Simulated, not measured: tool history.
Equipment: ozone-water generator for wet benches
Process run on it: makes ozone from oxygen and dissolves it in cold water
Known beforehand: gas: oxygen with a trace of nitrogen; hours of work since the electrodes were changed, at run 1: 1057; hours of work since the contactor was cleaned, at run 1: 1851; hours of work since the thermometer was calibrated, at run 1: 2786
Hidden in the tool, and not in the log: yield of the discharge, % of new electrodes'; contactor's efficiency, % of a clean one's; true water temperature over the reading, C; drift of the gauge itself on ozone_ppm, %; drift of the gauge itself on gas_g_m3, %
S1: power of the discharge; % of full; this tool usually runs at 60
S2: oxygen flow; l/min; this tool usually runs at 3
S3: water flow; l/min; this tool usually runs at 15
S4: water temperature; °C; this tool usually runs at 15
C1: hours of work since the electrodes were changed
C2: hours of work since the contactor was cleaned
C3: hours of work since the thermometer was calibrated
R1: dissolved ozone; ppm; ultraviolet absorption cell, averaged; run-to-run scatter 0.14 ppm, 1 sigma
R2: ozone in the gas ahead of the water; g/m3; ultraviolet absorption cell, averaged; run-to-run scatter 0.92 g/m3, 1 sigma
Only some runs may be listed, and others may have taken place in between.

run	hour	S1	S2	S3	S4	C1	C2	C3	R1	R2
1	0	60	3	15	15	1057	1851	2786	16	153.2
2	36.6	60	3	15	15	1081	1875	2810	16.2	154.1
3	87	60	3	15	15	1113	1907	2842	16.1	151.4
4	141.2	79	3	15	15	1148	1942	2877	18.6	180.3
5	189.9	79	3	15	15	1180	1974	2909	18.8	179.1
6	240.7	79	3	15	15	1213	2007	2941	18.9	176.4
7	276.9	79	3	15	15	1236	2030	2965	18.7	178.9
8	329.7	79	3	15	15	1270	2064	2999	18.7	179.3
9	361.2	60	3	15	9	1290	2084	3019	17.4	152
10	414.3	60	3	15	9	1325	2119	3054	17.1	153
11	466.2	60	3	15	9	1358	2152	3087	17.2	150.4
12	508.1	60	3.75	15	9	1385	2179	3114	18.3	140.9
13	547.2	60	3.75	15	9	1411	2205	3139	18.5	137.6
14	597.5	60	3.75	15	9	1443	2237	3172	18.3	137.3
15	629	60	3.75	15	9	1463	2257	3192	18.4	138.9
16	682.6	60	3.75	15	9	1498	2292	3227	18.3	138.8
17	727.7	60	3.75	15	9	1527	2321	3256	18.3	138.6
18	759.3	60	4.94	15	12	1548	2342	3276	18.7	124.2
19	797.9	60	4.94	15	12	1573	2367	3301	18.8	123.5
20	825.9	94	2.94	15	7	1591	2385	3319	22.4	194.1
21	870.7	60	2.11	15	9	1620	2413	3348	15.2	171.4
22	921.1	60	2.11	15	9	1652	2446	3381	15.5	172.1
# hour 936.9: gauge calibrated
23	973.2	60	2.11	15	9	1686	2480	3415	15.4	175.1
24	1000.3	60	3	11	19	1703	2497	3432	19.8	152.1
# hour 1034.8: contactor cleaned
25	1055	55	4.37	11	12	1736	13	3465	22.5	125.1
26	1077.4	55	4.37	11	12	1751	28	3479	22.5	126.2

Forecast run 27:
27	1124.6	55	4.37	11	12	1781	58	3510	?	?

For run 27 the tool returned R1 22.1 ppm, R2 127.1 g/m3.
With the hidden condition absent and the run-to-run variation left alone, this run would have shown R1 22.2 ppm, R2 128 g/m3.

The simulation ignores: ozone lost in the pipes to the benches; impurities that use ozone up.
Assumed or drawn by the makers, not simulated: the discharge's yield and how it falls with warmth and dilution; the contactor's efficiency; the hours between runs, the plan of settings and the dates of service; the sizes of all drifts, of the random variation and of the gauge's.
